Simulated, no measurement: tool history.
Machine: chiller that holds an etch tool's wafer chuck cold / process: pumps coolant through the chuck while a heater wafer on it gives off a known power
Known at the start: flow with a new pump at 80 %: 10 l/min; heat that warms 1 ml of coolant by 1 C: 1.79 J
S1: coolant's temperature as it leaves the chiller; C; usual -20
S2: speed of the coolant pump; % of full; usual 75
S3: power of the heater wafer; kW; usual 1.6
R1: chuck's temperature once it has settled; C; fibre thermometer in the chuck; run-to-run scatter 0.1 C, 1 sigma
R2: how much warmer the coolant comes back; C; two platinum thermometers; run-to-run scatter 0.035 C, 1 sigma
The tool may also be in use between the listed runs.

run 1 hour=0 | S1=-20 S2=75 S3=1.6 | R1=3.2 R2=5.91
run 2 hour=20.3 | S1=-20 S2=75 S3=0.916 | R1=-6.5 R2=3.37
run 3 hour=64.4 | S1=-20 S2=93 S3=0.916 | R1=-8.4 R2=2.72
run 4 hour=109.1 | S1=-16 S2=93 S3=0.916 | R1=-4.2 R2=2.61
run 5 hour=145.4 | S1=-16 S2=93 S3=0.916 | R1=-4.4 R2=2.64
run 6 hour=173.6 | S1=-20 S2=75 S3=1.35 | R1=-0.4 R2=4.96
run 7 hour=219.5 | S1=-20 S2=75 S3=1.6 | R1=3.3 R2=5.94
run 8 hour=265.5 | S1=-20 S2=75 S3=2.222 | R1=12.6 R2=8.14
run 9 hour=286.4 | S1=-20 S2=75 S3=1.6 | R1=3.4 R2=5.93
run 10 hour=324.6 | S1=-20 S2=75 S3=1.6 | R1=3.4 R2=5.91
run 11 hour=349.2 | S1=-20 S2=75 S3=1.197 | R1=-2.4 R2=4.35
run 12 hour=386.6 | S1=-20 S2=75 S3=1.197 | R1=-2.5 R2=4.4
run 13 hour=419.3 | S1=-20 S2=75 S3=1.197 | R1=-2.6 R2=4.37
run 14 hour=445.9 | S1=-20 S2=75 S3=1.197 | R1=-2.5 R2=4.46
run 15 hour=468.3 | S1=-20 S2=75 S3=1.197 | R1=-2.5 R2=4.41
run 16 hour=493 | S1=-20 S2=75 S3=1.197 | R1=-2.4 R2=4.45
run 17 hour=535 | S1=-10 S2=76 S3=0.804 | R1=1.7 R2=2.91
run 18 hour=570.4 | S1=-11 S2=84 S3=0.804 | R1=0.2 R2=2.62
run 19 hour=609.8 | S1=-11 S2=69 S3=2.038 | R1=20.8 R2=8.23
run 20 hour=645 | S1=-20 S2=75 S3=1.04 | R1=-4.8 R2=3.82
-- hour=649.4 chiller's thermometer calibrated
run 21 hour=679.6 | S1=-20 S2=75 S3=1.04 | R1=-4.7 R2=3.92
run 22 hour=703.5 | S1=-17 S2=89 S3=1.087 | R1=-2.6 R2=3.32

Predict the results of run 23:
run 23 hour=734.3 | S1=-17 S2=89 S3=1.087 | R1=? R2=?

R1: -2.6 C
R2: 3.33 C
Had the tool carried no hidden state, the very same run would have given R1 -4.2 C, R2 3.24 C.

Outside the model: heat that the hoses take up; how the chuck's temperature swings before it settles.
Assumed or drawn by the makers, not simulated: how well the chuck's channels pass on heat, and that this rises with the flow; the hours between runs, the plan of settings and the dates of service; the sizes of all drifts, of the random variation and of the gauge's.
